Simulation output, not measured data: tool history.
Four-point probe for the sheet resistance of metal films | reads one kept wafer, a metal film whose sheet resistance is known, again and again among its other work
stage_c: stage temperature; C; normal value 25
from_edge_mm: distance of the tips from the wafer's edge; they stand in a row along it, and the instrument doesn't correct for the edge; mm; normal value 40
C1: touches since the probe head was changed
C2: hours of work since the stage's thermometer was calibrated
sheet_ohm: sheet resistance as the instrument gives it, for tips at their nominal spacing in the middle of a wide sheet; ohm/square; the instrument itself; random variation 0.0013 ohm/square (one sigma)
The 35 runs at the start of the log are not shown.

run 36 day=24.888 | stage_c=21 from_edge_mm=6 | C1=40996 C2=184 | sheet_ohm=6.788122
run 37 day=25.438 | stage_c=25 from_edge_mm=6 | C1=41462 C2=193 | sheet_ohm=6.782827
run 38 day=25.992 | stage_c=22 from_edge_mm=10 | C1=41929 C2=203 | sheet_ohm=6.689829
run 39 day=26.575 | stage_c=22 from_edge_mm=10 | C1=42423 C2=212 | sheet_ohm=6.686928
run 40 day=27.204 | stage_c=22 from_edge_mm=57 | C1=42956 C2=223 | sheet_ohm=6.633619
run 41 day=28.217 | stage_c=22 from_edge_mm=40 | C1=43809 C2=240 | sheet_ohm=6.634915
run 42 day=28.9 | stage_c=22 from_edge_mm=40 | C1=44387 C2=251 | sheet_ohm=6.636637
run 43 day=29.742 | stage_c=20 from_edge_mm=7 | C1=45100 C2=265 | sheet_ohm=6.751056
run 44 day=30.383 | stage_c=29 from_edge_mm=72 | C1=45643 C2=276 | sheet_ohm=6.62349
run 45 day=31.058 | stage_c=28 from_edge_mm=61 | C1=46211 C2=287 | sheet_ohm=6.626876

4 ways to go on from here, each from the tool as it stands after run 45. What would each give?
run A day=31.875 | stage_c=20 from_edge_mm=32 | C1=46900 C2=301 | sheet_ohm=?
run B day=31.875 | stage_c=21 from_edge_mm=7 | C1=46900 C2=301 | sheet_ohm=?
run C day=31.875 | stage_c=23 from_edge_mm=61 | C1=46900 C2=301 | sheet_ohm=?
run D day=31.875 | stage_c=34 from_edge_mm=61 | C1=46900 C2=301 | sheet_ohm=?

run=A sheet_ohm=6.643486
run=B sheet_ohm=6.74904
run=C sheet_ohm=6.636428
run=D sheet_ohm=6.61897
What these runs would have given with no unlogged condition in the tool:
run=A sheet_ohm=6.646778
run=B sheet_ohm=6.752378
run=C sheet_ohm=6.639709
run=D sheet_ohm=6.622219
